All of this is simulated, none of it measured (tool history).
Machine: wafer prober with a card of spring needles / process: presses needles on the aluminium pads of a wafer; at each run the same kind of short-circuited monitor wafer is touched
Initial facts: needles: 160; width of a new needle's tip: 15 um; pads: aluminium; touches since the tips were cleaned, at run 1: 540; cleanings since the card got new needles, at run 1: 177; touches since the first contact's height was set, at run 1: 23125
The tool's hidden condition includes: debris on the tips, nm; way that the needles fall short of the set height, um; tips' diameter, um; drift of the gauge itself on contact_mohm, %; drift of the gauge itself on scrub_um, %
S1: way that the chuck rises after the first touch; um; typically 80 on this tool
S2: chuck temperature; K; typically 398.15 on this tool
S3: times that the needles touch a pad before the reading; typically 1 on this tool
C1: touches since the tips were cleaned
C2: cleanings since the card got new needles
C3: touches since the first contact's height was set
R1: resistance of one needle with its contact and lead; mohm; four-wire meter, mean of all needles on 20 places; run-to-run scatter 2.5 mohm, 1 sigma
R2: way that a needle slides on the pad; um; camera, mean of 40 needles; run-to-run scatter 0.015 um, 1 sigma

run    hour  S1      S2  S3    C1   C2     C3   R1     R2
  1       0  80  398.15   1   540  177  23125  300  18.95
       16.4  -- tips cleaned on abrasive film
       36.9  -- tips cleaned on abrasive film
       53.3  -- tips cleaned on abrasive film
  2    67.1  63  398.15   1  5864  180  51576  353  14.87
       71.3  -- tips cleaned on abrasive film
       91.8  -- tips cleaned on abrasive film
      108.2  -- tips cleaned on abrasive film
  3   116.7  63  398.15   1  3634  183  72585  343  14.82
        125  -- tips cleaned on abrasive film
      145.5  -- tips cleaned on abrasive film
      165.9  -- tips cleaned on abrasive film
        174  -- height of the first contact set anew
      186.4  -- tips cleaned on abrasive film
      202.8  -- tips cleaned on abrasive film
  4   209.3  80  398.15   1  2774  188  14936  314  18.96
      221.6  -- tips cleaned on abrasive film
      242.1  -- tips cleaned on abrasive film
      262.6  -- tips cleaned on abrasive film
      279.6  -- tips cleaned on abrasive film
  5   279.6  80  322.15   1     0  192  44732  268  18.91
      300.1  -- tips cleaned on abrasive film
      319.2  -- tips cleaned on abrasive film
  6   319.2  80  322.15   1     0  194  61499  264  18.88
      339.7  -- tips cleaned on abrasive film
      360.2  -- tips cleaned on abrasive film
      376.8  -- tips cleaned on abrasive film
  7   376.8  80  315.15   1     0  197  85889  265  18.84
      396.9  -- tips cleaned on abrasive film
      401.3  -- height of the first contact set anew
      417.7  -- tips cleaned on abrasive film
      438.2  -- tips cleaned on abrasive film
  8   445.5  80  315.15   1  3147  200  18783  300  18.94
      457.9  -- tips cleaned on abrasive film
      478.4  -- tips cleaned on abrasive film
      494.8  -- tips cleaned on abrasive film
      512.1  -- tips cleaned on abrasive film
  9   512.1  80  315.15   1     0  204  46967  265   18.9
      528.5  -- tips cleaned on abrasive film
      548.5  -- tips cleaned on abrasive film
        569  -- tips cleaned on abrasive film
      589.4  -- tips cleaned on abrasive film
 10   601.7  80  315.15   1  5269  208  84979  303  18.84
      605.9  -- tips cleaned on abrasive film
      626.4  -- tips cleaned on abrasive film
      630.8  -- height of the first contact set anew
 11   639.8  80  315.15   1  5567  210   3829  312     19
      643.9  -- tips cleaned on abrasive film
      664.4  -- tips cleaned on abrasive film
      684.9  -- tips cleaned on abrasive film
      705.3  -- tips cleaned on abrasive film
 12   708.5  80  398.15   1  1321  214  32912  304  18.94
      724.9  -- tips cleaned on abrasive film
      745.3  -- tips cleaned on abrasive film
      765.8  -- tips cleaned on abrasive film
 13   771.5  80  398.15   1  2422  217  59637  312  18.86
      783.8  -- tips cleaned on abrasive film
      800.2  -- tips cleaned on abrasive film
 14   815.7  63  312.15   1  6589  219  78387  340   14.8
      819.9  -- tips cleaned on abrasive film
      840.4  -- tips cleaned on abrasive film
      856.8  -- tips cleaned on abrasive film
      857.1  -- height of the first contact set anew
      874.8  -- tips cleaned on abrasive film
 15   874.8  63  312.15   1     0  223   7518  273  14.92
      895.3  -- tips cleaned on abrasive film
      915.8  -- tips cleaned on abrasive film
 16   926.1  63  312.15   1  4371  225  29257  323  14.89
      934.3  -- tips cleaned on abrasive film
      954.8  -- tips cleaned on abrasive film
      975.3  -- tips cleaned on abrasive film
 17   977.6  63  348.15   2   963  228  51068  303  14.85
        994  -- tips cleaned on abrasive film
     1014.3  -- tips cleaned on abrasive film
     1034.6  -- tips cleaned on abrasive film
     1053.7  -- tips cleaned on abrasive film
 18  1053.7  61  361.15   3     0  232  83326  292  14.32
     1074.2  -- tips cleaned on abrasive film
     1086.7  -- height of the first contact set anew
     1094.7  -- tips cleaned on abrasive film
     1111.1  -- tips cleaned on abrasive film
     1129.9  -- tips cleaned on abrasive film
 19  1129.9  95  398.15   3     0  236  18278  289  22.48
     1146.4  -- tips cleaned on abrasive film
     1166.6  -- tips cleaned on abrasive film
     1187.1  -- tips cleaned on abrasive film
 20  1196.4  89  302.15   2  3989  239  46472  280  21.06
     1204.7  -- tips cleaned on abrasive film
     1224.8  -- tips cleaned on abrasive film
     1245.3  -- tips cleaned on abrasive film
     1265.8  -- tips cleaned on abrasive film
 21    1278  89  302.15   2  5203  243  81044  281  20.97
     1286.2  -- tips cleaned on abrasive film
     1302.7  -- tips cleaned on abrasive film
     1315.2  -- height of the first contact set anew
 22    1316  89  313.15   1  5565  245    353  297  21.13
     1320.2  -- tips cleaned on abrasive film
     1340.7  -- tips cleaned on abrasive film
     1361.2  -- tips cleaned on abrasive film
 23  1368.7  63  386.15   2  3185  248  22651  327  14.91
       1381  -- tips cleaned on abrasive film
       1401  -- tips cleaned on abrasive film
     1421.5  -- tips cleaned on abrasive film
     1438.7  -- tips cleaned on abrasive film
 24  1438.7  63  386.15   2     0  252  52326  297  14.85
     1459.2  -- tips cleaned on abrasive film
     1479.7  -- tips cleaned on abrasive film
     1496.1  -- tips cleaned on abrasive film
     1516.6  -- tips cleaned on abrasive film
 25  1521.5  63  386.15   2  2068  256  87401  313  14.79
     1533.8  -- tips cleaned on abrasive film
     1542.3  -- height of the first contact set anew
     1550.5  -- tips cleaned on abrasive film
       1571  -- tips cleaned on abrasive film
 26    1576  97  312.15   3  2106  259  14267  269  22.98

Some steps in R1, run to run, broken into two amounts with sign: the step expected even without the hidden condition (settings, incoming material, random variation), and the rest, left for the hidden condition together with whatever gauge scatter is not in both the measured and the hidden-condition-free result:
Run 1 -> 2: S1 80 -> 63, tips cleaned on abrasive film, tips cleaned on abrasive film, tips cleaned on abrasive film. R1 +53 mohm: hidden state +48, all else +5.
Run 14 -> 15: tips cleaned on abrasive film, tips cleaned on abrasive film, tips cleaned on abrasive film, height of the first contact set anew, tips cleaned on abrasive film. R1 -67 mohm: hidden state -65, all else -2.
Run 15 -> 16: tips cleaned on abrasive film, tips cleaned on abrasive film. R1 +50 mohm: hidden state +54, all else -4.

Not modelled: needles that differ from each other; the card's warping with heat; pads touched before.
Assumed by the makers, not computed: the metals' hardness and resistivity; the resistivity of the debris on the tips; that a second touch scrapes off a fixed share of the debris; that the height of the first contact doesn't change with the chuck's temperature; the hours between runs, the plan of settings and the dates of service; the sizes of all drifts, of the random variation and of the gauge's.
